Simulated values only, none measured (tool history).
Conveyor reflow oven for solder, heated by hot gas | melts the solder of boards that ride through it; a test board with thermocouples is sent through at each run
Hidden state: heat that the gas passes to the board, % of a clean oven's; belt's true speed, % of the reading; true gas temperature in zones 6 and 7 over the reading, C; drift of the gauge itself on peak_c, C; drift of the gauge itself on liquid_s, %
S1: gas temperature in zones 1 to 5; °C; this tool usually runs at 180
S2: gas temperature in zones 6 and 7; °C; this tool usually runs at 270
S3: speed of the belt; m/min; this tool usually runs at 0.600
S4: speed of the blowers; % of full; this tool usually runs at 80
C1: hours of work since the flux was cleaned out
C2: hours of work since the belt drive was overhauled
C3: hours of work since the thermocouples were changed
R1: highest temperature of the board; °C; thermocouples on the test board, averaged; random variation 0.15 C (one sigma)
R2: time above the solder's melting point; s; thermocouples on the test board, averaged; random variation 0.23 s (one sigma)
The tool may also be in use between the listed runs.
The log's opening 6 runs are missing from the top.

{"hour": 255.8, "done": "flux residue cleaned out of gas plates and filters"}
{"run": 7, "hour": 275.4, "S1": 180, "S2": 270, "S3": 0.6, "S4": 80, "C1": 9, "C2": 668, "C3": 622, "R1": 259.2, "R2": 58.9}
{"run": 8, "hour": 316.8, "S1": 180, "S2": 270, "S3": 0.6, "S4": 80, "C1": 27, "C2": 687, "C3": 640, "R1": 258.9, "R2": 59.2}
{"run": 9, "hour": 366.1, "S1": 180, "S2": 276, "S3": 0.6, "S4": 80, "C1": 49, "C2": 708, "C3": 661, "R1": 264.2, "R2": 61.7}
{"run": 10, "hour": 419.3, "S1": 193, "S2": 270, "S3": 0.6, "S4": 80, "C1": 72, "C2": 732, "C3": 685, "R1": 260.6, "R2": 65.1}
{"run": 11, "hour": 456.3, "S1": 193, "S2": 270, "S3": 0.6, "S4": 80, "C1": 88, "C2": 748, "C3": 701, "R1": 260.5, "R2": 65.1}
{"run": 12, "hour": 481.3, "S1": 180, "S2": 270, "S3": 0.6, "S4": 80, "C1": 99, "C2": 759, "C3": 712, "R1": 258.8, "R2": 58.8}
{"run": 13, "hour": 533.9, "S1": 180, "S2": 270, "S3": 0.629, "S4": 80, "C1": 122, "C2": 782, "C3": 735, "R1": 257.5, "R2": 55.7}
{"run": 14, "hour": 567.6, "S1": 189, "S2": 270, "S3": 0.6, "S4": 80, "C1": 137, "C2": 797, "C3": 750, "R1": 259.9, "R2": 63.3}
{"run": 15, "hour": 611.2, "S1": 180, "S2": 270, "S3": 0.6, "S4": 80, "C1": 156, "C2": 816, "C3": 769, "R1": 258.9, "R2": 59.2}
{"run": 16, "hour": 638.2, "S1": 180, "S2": 270, "S3": 0.6, "S4": 80, "C1": 168, "C2": 828, "C3": 781, "R1": 258.9, "R2": 59.4}
{"run": 17, "hour": 670.8, "S1": 173, "S2": 270, "S3": 0.6, "S4": 67, "C1": 182, "C2": 842, "C3": 795, "R1": 255.5, "R2": 54.5}
{"hour": 687.8, "done": "flux residue cleaned out of gas plates and filters"}
{"hour": 694.9, "done": "thermocouples of zones 6 and 7 changed"}
{"run": 18, "hour": 735.0, "S1": 173, "S2": 270, "S3": 0.6, "S4": 67, "C1": 20, "C2": 867, "C3": 18, "R1": 255.5, "R2": 54.1}
{"run": 19, "hour": 777.4, "S1": 189, "S2": 270, "S3": 0.64, "S4": 66, "C1": 38, "C2": 886, "C3": 36, "R1": 255.9, "R2": 56.2}
{"run": 20, "hour": 830.6, "S1": 188, "S2": 281, "S3": 0.697, "S4": 80, "C1": 62, "C2": 909, "C3": 60, "R1": 265.5, "R2": 55.7}

What does the tool deliver on the next run?
{"run": 21, "hour": 889.5, "S1": 187, "S2": 278, "S3": 0.645, "S4": 74, "C1": 88, "C2": 935, "C3": 86, "R1": "?", "R2": "?"}

Logged for run 21: R1 263.8 °C, R2 59.2 s.
With no hidden state in the tool, this same run would have given R1 263.8 °C, R2 59.1 s.

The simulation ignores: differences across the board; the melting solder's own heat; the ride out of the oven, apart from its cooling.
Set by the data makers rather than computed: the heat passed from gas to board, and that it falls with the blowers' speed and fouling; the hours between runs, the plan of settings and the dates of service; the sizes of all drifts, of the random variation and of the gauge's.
